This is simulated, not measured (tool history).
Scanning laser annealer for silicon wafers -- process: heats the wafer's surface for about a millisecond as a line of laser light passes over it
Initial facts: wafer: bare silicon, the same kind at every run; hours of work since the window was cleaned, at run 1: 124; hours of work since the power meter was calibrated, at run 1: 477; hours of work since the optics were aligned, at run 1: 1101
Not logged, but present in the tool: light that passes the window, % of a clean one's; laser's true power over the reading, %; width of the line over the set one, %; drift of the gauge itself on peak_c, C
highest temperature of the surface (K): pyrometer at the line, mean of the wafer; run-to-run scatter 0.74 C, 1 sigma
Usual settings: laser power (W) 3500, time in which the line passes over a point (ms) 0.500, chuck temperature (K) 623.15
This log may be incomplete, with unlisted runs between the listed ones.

run	hour	laser power (W)	time in which the line passes over a point (ms)	chuck temperature (K)	hours of work since the window was cleaned	hours of work since the power meter was calibrated	hours of work since the optics were aligned	highest temperature of the surface (K)
1	0.0	3500	0.500	623.15	124	477	1101	1345.65
2	19.4	3500	0.500	623.15	139	492	1116	1346.65
3	46.9	3500	0.500	623.15	160	513	1137	1346.55
4	79.5	3500	0.500	623.15	185	538	1162	1345.25
5	100.2	3500	0.500	623.15	201	554	1178	1346.15
6	128.4	3500	0.500	624.15	222	575	1200	1347.35
7	153.3	3500	0.500	624.15	241	594	1219	1347.25
8	185.2	3500	0.500	624.15	266	619	1243	1347.05
9	208.1	3214	0.500	623.15	283	636	1261	1284.35
10	244.3	3500	0.500	623.15	311	664	1288	1345.75
11	263.6	3189	0.500	623.15	326	679	1303	1280.95
12	284.1	3189	0.500	623.15	342	695	1319	1279.85
13	303.3	3189	0.500	623.15	356	709	1334	1280.85
# hour 337.1: optics aligned, line set to its width
14	345.6	3500	0.500	623.15	385	738	6	1345.95
15	365.8	3500	0.500	623.15	400	753	22	1344.35
16	392.4	3500	0.500	623.15	421	774	42	1345.75
17	429.6	3500	0.500	623.15	449	802	71	1345.45
18	450.9	3500	0.501	617.15	465	818	87	1340.65
19	486.3	3500	0.501	617.15	493	845	114	1339.85

Forecast run 20:
# hour 511.3: window over the wafer cleaned
20	528.3	3500	0.500	639.15	13	876	145	?

Run 20 came out at highest temperature of the surface (K) 1360.15.
Minus the tool's unlogged condition, the same run would have read highest temperature of the surface (K) 1362.15.
